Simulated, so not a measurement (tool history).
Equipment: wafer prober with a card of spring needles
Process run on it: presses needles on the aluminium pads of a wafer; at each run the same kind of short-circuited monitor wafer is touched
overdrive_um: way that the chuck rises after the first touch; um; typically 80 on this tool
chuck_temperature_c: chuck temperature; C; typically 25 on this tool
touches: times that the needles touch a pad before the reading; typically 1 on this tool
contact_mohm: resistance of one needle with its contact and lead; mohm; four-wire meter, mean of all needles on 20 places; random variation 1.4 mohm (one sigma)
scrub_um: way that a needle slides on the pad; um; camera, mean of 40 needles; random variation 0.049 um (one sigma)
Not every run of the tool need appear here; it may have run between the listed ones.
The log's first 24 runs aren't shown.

run	day	overdrive_um	chuck_temperature_c	touches	contact_mohm	scrub_um
25	18.321	89	41	1	123	20.78
# day 18.421: tips cleaned on abrasive film
26	19.338	91	64	2	130	21.19
# day 19.562: tips cleaned on abrasive film
27	19.904	91	64	2	124	21.17
28	20.483	91	64	2	128	21.17
# day 20.646: tips cleaned on abrasive film
29	21.038	76	44	2	127	17.66
# day 21.729: tips cleaned on abrasive film
30	21.729	76	44	2	126	17.69
31	22.379	76	92	2	134	17.55
# day 22.871: tips cleaned on abrasive film
32	22.958	76	92	2	132	17.62
33	23.479	76	59	1	130	17.61

Consider 3 possible next runs. They are alternatives, not a sequence: every one starts from the tool as it was left by run 33. What does each give?
# day 23.962: tips cleaned on abrasive film
A	24.412	83	35	2	?	?
# day 23.962: tips cleaned on abrasive film
B	24.412	69	40	1	?	?
# day 23.962: tips cleaned on abrasive film
C	24.412	71	31	1	?	?

run	contact_mohm	scrub_um
A	122	19.22
B	128	16
C	125	16.43
Without the tool's unlogged condition, the same runs would have read:
run	contact_mohm	scrub_um
A	122	19.67
B	128	16.37
C	125	16.82
